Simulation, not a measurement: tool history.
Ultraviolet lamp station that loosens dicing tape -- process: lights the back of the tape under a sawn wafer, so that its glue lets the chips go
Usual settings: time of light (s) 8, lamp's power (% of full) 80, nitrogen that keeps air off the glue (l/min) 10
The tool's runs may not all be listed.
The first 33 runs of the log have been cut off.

| run | day | time of light (s) | lamp's power (% of full) | nitrogen that keeps air off the glue (l/min) | force that peels the tape off (N) | light that reached the tape (J/m2) |
|---|---|---|---|---|---|---|
| 34 | 9.588 | 8 | 66 | 10 | 0.910 | 2250 |
| 35 | 9.842 | 8 | 66 | 10 | 0.923 | 2250 |
| 36 | 10.042 | 8 | 66 | 10 | 0.943 | 2190 |
| 37 | 10.325 | 8 | 66 | 10 | 0.897 | 2230 |
| 38 | 10.604 | 5 | 64 | 18 | 1.774 | 1350 |
| 39 | 10.804 | 5 | 64 | 18 | 1.805 | 1340 |
| 40 | 11.138 | 5 | 93 | 4 | 1.693 | 1970 |
| 41 | 11.358 | 4 | 98 | 6 | 1.920 | 1660 |
| 42 | 11.704 | 4 | 98 | 6 | 1.852 | 1630 |
| 43 | 12.062 | 5 | 73 | 19 | 1.488 | 1500 |

What if the next run were any one of these 5? Each begins from the tool's condition after run 43:
| A | 12.288 | 8 | 78 | 17 | ? | ? |
| B | 12.288 | 8 | 80 | 12 | ? | ? |
| C | 12.288 | 6 | 69 | 5 | ? | ? |
| D | 12.288 | 8 | 80 | 16 | ? | ? |
| E | 12.288 | 5 | 68 | 19 | ? | ? |

| run | force that peels the tape off (N) | light that reached the tape (J/m2) |
|---|---|---|
| A | 0.551 | 2600 |
| B | 0.571 | 2660 |
| C | 1.857 | 1710 |
| D | 0.512 | 2640 |
| E | 1.662 | 1440 |
What these runs would have given with no unlogged condition in the tool:
| run | force that peels the tape off (N) | light that reached the tape (J/m2) |
|---|---|---|
| A | 0.411 | 2930 |
| B | 0.427 | 3000 |
| C | 1.566 | 1930 |
| D | 0.381 | 2980 |
| E | 1.382 | 1620 |
